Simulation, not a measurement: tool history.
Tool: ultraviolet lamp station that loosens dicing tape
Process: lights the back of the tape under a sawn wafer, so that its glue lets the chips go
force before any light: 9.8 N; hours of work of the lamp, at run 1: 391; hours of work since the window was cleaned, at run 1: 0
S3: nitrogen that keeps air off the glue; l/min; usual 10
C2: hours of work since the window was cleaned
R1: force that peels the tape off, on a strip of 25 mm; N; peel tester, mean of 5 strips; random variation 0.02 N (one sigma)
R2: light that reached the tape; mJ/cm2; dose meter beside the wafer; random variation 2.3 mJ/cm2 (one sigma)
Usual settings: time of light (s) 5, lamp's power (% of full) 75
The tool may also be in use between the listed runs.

{"run": 1, "hour": 0.0, "time of light (s)": 5, "lamp's power (% of full)": 75, "S3": 10, "hours of work of the lamp": 391, "C2": 0, "R1": 1.28, "R2": 220}
{"run": 2, "hour": 15.6, "time of light (s)": 5, "lamp's power (% of full)": 75, "S3": 12, "hours of work of the lamp": 400, "C2": 9, "R1": 1.129, "R2": 215}
{"run": 3, "hour": 30.7, "time of light (s)": 7, "lamp's power (% of full)": 75, "S3": 12, "hours of work of the lamp": 409, "C2": 18, "R1": 0.532, "R2": 298}
{"run": 4, "hour": 45.8, "time of light (s)": 5, "lamp's power (% of full)": 75, "S3": 10, "hours of work of the lamp": 418, "C2": 27, "R1": 1.256, "R2": 215}
{"run": 5, "hour": 55.6, "time of light (s)": 5, "lamp's power (% of full)": 75, "S3": 6, "hours of work of the lamp": 423, "C2": 33, "R1": 1.783, "R2": 213}
{"run": 6, "hour": 64.6, "time of light (s)": 5, "lamp's power (% of full)": 75, "S3": 3, "hours of work of the lamp": 429, "C2": 38, "R1": 2.554, "R2": 216}
{"run": 7, "hour": 76.5, "time of light (s)": 5, "lamp's power (% of full)": 75, "S3": 3, "hours of work of the lamp": 436, "C2": 45, "R1": 2.644, "R2": 212}
{"run": 8, "hour": 86.7, "time of light (s)": 5, "lamp's power (% of full)": 75, "S3": 3, "hours of work of the lamp": 442, "C2": 51, "R1": 2.612, "R2": 210}
{"run": 9, "hour": 101.8, "time of light (s)": 5, "lamp's power (% of full)": 75, "S3": 3, "hours of work of the lamp": 451, "C2": 60, "R1": 2.653, "R2": 209}
{"run": 10, "hour": 111.9, "time of light (s)": 5, "lamp's power (% of full)": 75, "S3": 3, "hours of work of the lamp": 457, "C2": 66, "R1": 2.548, "R2": 212}
{"run": 11, "hour": 127.7, "time of light (s)": 5, "lamp's power (% of full)": 75, "S3": 6, "hours of work of the lamp": 466, "C2": 75, "R1": 1.806, "R2": 208}
{"run": 12, "hour": 142.9, "time of light (s)": 5, "lamp's power (% of full)": 75, "S3": 6, "hours of work of the lamp": 475, "C2": 84, "R1": 1.883, "R2": 204}
{"run": 13, "hour": 160.8, "time of light (s)": 5, "lamp's power (% of full)": 75, "S3": 6, "hours of work of the lamp": 485, "C2": 95, "R1": 1.917, "R2": 207}
{"run": 14, "hour": 172.6, "time of light (s)": 5, "lamp's power (% of full)": 75, "S3": 10, "hours of work of the lamp": 492, "C2": 102, "R1": 1.355, "R2": 206}
{"hour": 174.7, "done": "window cleaned of glue's vapour"}
{"run": 15, "hour": 188.6, "time of light (s)": 4, "lamp's power (% of full)": 75, "S3": 10, "hours of work of the lamp": 502, "C2": 8, "R1": 2.09, "R2": 158}
{"run": 16, "hour": 206.8, "time of light (s)": 4, "lamp's power (% of full)": 75, "S3": 10, "hours of work of the lamp": 512, "C2": 19, "R1": 2.101, "R2": 153}
{"run": 17, "hour": 220.2, "time of light (s)": 5, "lamp's power (% of full)": 75, "S3": 8, "hours of work of the lamp": 520, "C2": 27, "R1": 1.724, "R2": 197}
{"run": 18, "hour": 233.0, "time of light (s)": 5, "lamp's power (% of full)": 75, "S3": 8, "hours of work of the lamp": 528, "C2": 34, "R1": 1.676, "R2": 197}
{"run": 19, "hour": 249.7, "time of light (s)": 5, "lamp's power (% of full)": 78, "S3": 10, "hours of work of the lamp": 537, "C2": 44, "R1": 1.418, "R2": 204}
{"hour": 251.1, "done": "window cleaned of glue's vapour, once more"}
{"run": 20, "hour": 262.9, "time of light (s)": 5, "lamp's power (% of full)": 78, "S3": 10, "hours of work of the lamp": 545, "C2": 7, "R1": 1.252, "R2": 218}
{"run": 21, "hour": 274.4, "time of light (s)": 5, "lamp's power (% of full)": 78, "S3": 10, "hours of work of the lamp": 552, "C2": 14, "R1": 1.218, "R2": 217}
{"run": 22, "hour": 291.8, "time of light (s)": 5, "lamp's power (% of full)": 78, "S3": 10, "hours of work of the lamp": 562, "C2": 24, "R1": 1.247, "R2": 213}
{"run": 23, "hour": 303.0, "time of light (s)": 3, "lamp's power (% of full)": 65, "S3": 10, "hours of work of the lamp": 569, "C2": 31, "R1": 3.525, "R2": 107}
{"run": 24, "hour": 318.1, "time of light (s)": 3, "lamp's power (% of full)": 79, "S3": 8, "hours of work of the lamp": 577, "C2": 39, "R1": 3.055, "R2": 129}
{"run": 25, "hour": 335.0, "time of light (s)": 4, "lamp's power (% of full)": 98, "S3": 6, "hours of work of the lamp": 587, "C2": 49, "R1": 1.748, "R2": 212}
{"run": 26, "hour": 352.2, "time of light (s)": 4, "lamp's power (% of full)": 88, "S3": 12, "hours of work of the lamp": 598, "C2": 60, "R1": 1.446, "R2": 189}
{"run": 27, "hour": 368.6, "time of light (s)": 6, "lamp's power (% of full)": 83, "S3": 6, "hours of work of the lamp": 607, "C2": 69, "R1": 1.196, "R2": 260}
{"run": 28, "hour": 383.7, "time of light (s)": 6, "lamp's power (% of full)": 83, "S3": 6, "hours of work of the lamp": 616, "C2": 78, "R1": 1.182, "R2": 262}
{"run": 29, "hour": 400.5, "time of light (s)": 6, "lamp's power (% of full)": 95, "S3": 10, "hours of work of the lamp": 626, "C2": 88, "R1": 0.618, "R2": 297}
{"run": 30, "hour": 416.3, "time of light (s)": 2, "lamp's power (% of full)": 73, "S3": 10, "hours of work of the lamp": 635, "C2": 97, "R1": 4.58, "R2": 78}
{"run": 31, "hour": 434.0, "time of light (s)": 2, "lamp's power (% of full)": 73, "S3": 10, "hours of work of the lamp": 646, "C2": 108, "R1": 4.721, "R2": 78}
{"run": 32, "hour": 445.0, "time of light (s)": 2, "lamp's power (% of full)": 73, "S3": 10, "hours of work of the lamp": 652, "C2": 114, "R1": 4.747, "R2": 73}
{"run": 33, "hour": 463.0, "time of light (s)": 4, "lamp's power (% of full)": 80, "S3": 9, "hours of work of the lamp": 663, "C2": 125, "R1": 2.151, "R2": 161}
{"run": 34, "hour": 474.4, "time of light (s)": 4, "lamp's power (% of full)": 80, "S3": 9, "hours of work of the lamp": 669, "C2": 131, "R1": 2.147, "R2": 164}
{"run": 35, "hour": 483.7, "time of light (s)": 4, "lamp's power (% of full)": 68, "S3": 9, "hours of work of the lamp": 675, "C2": 137, "R1": 2.709, "R2": 140}
{"run": 36, "hour": 493.2, "time of light (s)": 2, "lamp's power (% of full)": 63, "S3": 5, "hours of work of the lamp": 681, "C2": 143, "R1": 5.952, "R2": 62}
{"run": 37, "hour": 507.3, "time of light (s)": 2, "lamp's power (% of full)": 63, "S3": 5, "hours of work of the lamp": 689, "C2": 151, "R1": 5.848, "R2": 63}
{"run": 38, "hour": 522.4, "time of light (s)": 2, "lamp's power (% of full)": 63, "S3": 5, "hours of work of the lamp": 698, "C2": 160, "R1": 6.262, "R2": 63}
{"run": 39, "hour": 532.0, "time of light (s)": 6, "lamp's power (% of full)": 88, "S3": 10, "hours of work of the lamp": 703, "C2": 165, "R1": 0.854, "R2": 259}
{"run": 40, "hour": 548.8, "time of light (s)": 4, "lamp's power (% of full)": 82, "S3": 10, "hours of work of the lamp": 713, "C2": 175, "R1": 2.025, "R2": 159}
{"run": 41, "hour": 560.4, "time of light (s)": 3, "lamp's power (% of full)": 62, "S3": 10, "hours of work of the lamp": 720, "C2": 182, "R1": 4.145, "R2": 94}
{"run": 42, "hour": 575.5, "time of light (s)": 6, "lamp's power (% of full)": 75, "S3": 12, "hours of work of the lamp": 729, "C2": 191, "R1": 1.083, "R2": 219}
{"run": 43, "hour": 591.6, "time of light (s)": 4, "lamp's power (% of full)": 74, "S3": 5, "hours of work of the lamp": 739, "C2": 201, "R1": 3.373, "R2": 142}

Forecast each of these 3 alternatives for the next run:
{"run": "A", "hour": 606.8, "time of light (s)": 2, "lamp's power (% of full)": 61, "S3": 8, "hours of work of the lamp": 747, "C2": 209, "R1": "?", "R2": "?"}
{"run": "B", "hour": 606.8, "time of light (s)": 2, "lamp's power (% of full)": 74, "S3": 5, "hours of work of the lamp": 747, "C2": 209, "R1": "?", "R2": "?"}
{"run": "C", "hour": 606.8, "time of light (s)": 4, "lamp's power (% of full)": 94, "S3": 5, "hours of work of the lamp": 747, "C2": 209, "R1": "?", "R2": "?"}

run=A R1=5.775 R2=60
run=B R1=5.557 R2=70
run=C R1=2.522 R2=177
Without the tool's hidden state the same runs would have given:
run=A R1=4.755 R2=81
run=B R1=4.557 R2=95
run=C R1=1.559 R2=243

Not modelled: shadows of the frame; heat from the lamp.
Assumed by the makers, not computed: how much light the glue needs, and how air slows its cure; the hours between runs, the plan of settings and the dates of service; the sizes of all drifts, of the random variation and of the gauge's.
